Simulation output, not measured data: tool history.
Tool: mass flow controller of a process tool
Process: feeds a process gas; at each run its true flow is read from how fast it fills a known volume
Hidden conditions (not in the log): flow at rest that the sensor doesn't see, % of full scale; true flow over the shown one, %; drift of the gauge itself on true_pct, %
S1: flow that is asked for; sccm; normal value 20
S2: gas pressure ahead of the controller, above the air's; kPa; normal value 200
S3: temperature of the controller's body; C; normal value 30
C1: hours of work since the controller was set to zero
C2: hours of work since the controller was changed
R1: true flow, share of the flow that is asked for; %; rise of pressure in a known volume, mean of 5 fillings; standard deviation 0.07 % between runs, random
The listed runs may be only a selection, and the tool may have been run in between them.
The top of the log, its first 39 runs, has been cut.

run	hour	S1	S2	S3	C1	C2	R1
40	2100.6	40	176	37	5064	5064	97.85
41	2138	28	176	38	5089	5089	97.3
42	2186.2	10	205	21	5122	5122	95.96
# hour 2209.3: controller exchanged for a calibrated one
43	2235.5	10	205	21	18	18	96.8
44	2281.3	10	205	21	48	48	96.69
45	2331.4	10	239	21	82	82	97.11
46	2371.8	10	239	21	109	109	96.87
47	2416.8	17	200	29	139	139	97.75
48	2470.4	20	202	31	175	175	98.14

3 options for the next run, each taken on its own from the tool as it stands now. Forecast them:
A	2533	20	200	22	217	217	?
B	2533	22	147	37	217	217	?
C	2533	12	180	21	217	217	?

run	R1
A	97.49
B	98.47
C	96.72
With no hidden state in the tool, these same runs would have given:
run	R1
A	97.82
B	98.81
C	96.99
